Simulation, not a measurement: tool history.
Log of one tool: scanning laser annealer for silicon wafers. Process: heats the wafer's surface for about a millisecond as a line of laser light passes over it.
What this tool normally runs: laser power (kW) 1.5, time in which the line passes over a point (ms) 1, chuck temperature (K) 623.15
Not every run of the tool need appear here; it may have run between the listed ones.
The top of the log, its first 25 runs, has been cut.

run,hour,laser power (kW),time in which the line passes over a point (ms),chuck temperature (K),hours of work since the window was cleaned,hours of work since the power meter was calibrated,hours of work since the optics were aligned,highest temperature of the surface (K)
26,412.5,1.642,1.14,623.15,564,240,171,1512.15
27,432.1,1.555,0.84,639.15,573,249,179,1345.15
28,452.5,1.555,0.84,639.15,582,258,188,1348.15
29,471.5,1.5,0.98,653.15,590,266,196,1383.15
30,481.3,1.287,1.13,644.15,594,270,201,1286.15
31,502.8,1.5,0.7,623.15,604,280,210,1232.15
32,522.1,1.514,0.98,623.15,612,288,219,1360.15
33,539.5,1.5,0.81,623.15,620,296,226,1281.15
34,559.9,1.304,1.23,612.15,629,305,235,1297.15

4 ways to go on from here, each from the tool as it stands after run 34. What would each give?
A,579.5,1.5,0.93,643.15,637,313,244,?
B,579.5,1.484,0.78,629.15,637,313,244,?
C,579.5,1.363,1,660.15,637,313,244,?
D,579.5,1.304,1.01,648.15,637,313,244,?

run,highest temperature of the surface (K)
A,1349.15
B,1265.15
C,1308.15
D,1261.15
Without the tool's hidden state the same runs would have given:
run,highest temperature of the surface (K)
A,1390.15
B,1302.15
C,1346.15
D,1297.15
